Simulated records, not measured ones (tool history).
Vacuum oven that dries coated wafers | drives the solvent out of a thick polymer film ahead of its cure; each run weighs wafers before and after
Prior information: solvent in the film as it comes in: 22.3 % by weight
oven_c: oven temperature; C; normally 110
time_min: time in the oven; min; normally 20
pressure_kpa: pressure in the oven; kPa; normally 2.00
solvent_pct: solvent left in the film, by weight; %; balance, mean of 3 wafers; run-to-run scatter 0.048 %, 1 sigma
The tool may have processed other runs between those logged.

run    hour  oven_c  time_min  pressure_kpa  solvent_pct
  1     0.0     110        20          2.00         3.02
  2    23.7     110        20          2.00         2.99
  3    40.5     110        20          2.00         2.91
  4    55.6     110        20          2.00         2.89
  5    83.7     110        20          2.00         2.99
  6   104.3     110        16          2.00         4.14
  7   123.8     110        16          2.00         4.02
  8   145.5     119        20          2.00         1.26
  9   171.6     110        20          2.00         2.95
 10   192.7     110        20          2.00         2.92
 11   222.4     110        18          2.00         3.51
 12   242.4     110        18          2.00         3.38
 13   259.1     113        18          2.00         2.69
 14   282.3     110        20          2.00         2.88
 15   298.7     110        20          2.00         2.98
 16   324.7     110        20          1.23         2.66
 17   352.7     110        33          1.23         1.05
 18   386.2     110        33          1.23         1.02
 19   404.9     101        33          1.23         2.66
 20   425.8     101        33          1.23         2.67
 21   457.6     101        33          1.23         2.76
 22   492.2     101        33          1.23         2.67
 23   519.4     101        33          1.23         2.63
 24   541.5     101        33          1.23         2.62
 25   565.5     111        17          3.84         3.89
 26   600.8     111        17          3.84         3.93
      615.6  -- oven's thermocouples calibrated
 27   631.4     120        20          2.00         1.43
 28   648.9     112        20          1.70         2.83
 29   670.1     112        20          1.70         2.79
 30   684.7     125        14          6.46         2.70
 31   717.2     100        23          5.13         7.08
 32   750.6     110        20          4.94         4.30
 33   770.1     110        20          4.94         4.50
 34   785.8     101        25          3.41         5.51
 35   807.3     101        25          3.41         5.72
 36   831.7     101        25          3.41         5.64
 37   862.2     110        14          2.00         5.41
 38   891.0     110        14          2.00         5.26
 39   921.8     110        25          3.07         2.81
 40   948.2     114        21          1.35         2.08
 41   964.0     122        11          1.12         2.86
 42   991.1     122        11          1.12         2.96
 43  1014.0     121        20          1.29         1.13
 44  1045.2     121        20          1.29         0.99
 45  1060.7     110        13          1.01         5.43
 46  1088.1      98        12          3.01        10.67
 47  1103.5     124        17          5.64         2.11
 48  1122.7     119        12          2.11         3.37

3 ways to go on from here, each from the tool as it stands after run 48. What would each give?
  A  1138.2     109        20          2.00            ?
  B  1138.2     110        31          2.00            ?
  C  1138.2     116        33          6.68            ?

run  solvent_pct
  A         3.53
  B         1.73
  C         2.49
Had the tool no hidden state, the same runs would have come out as:
run  solvent_pct
  A         3.62
  B         1.72
  C         2.47
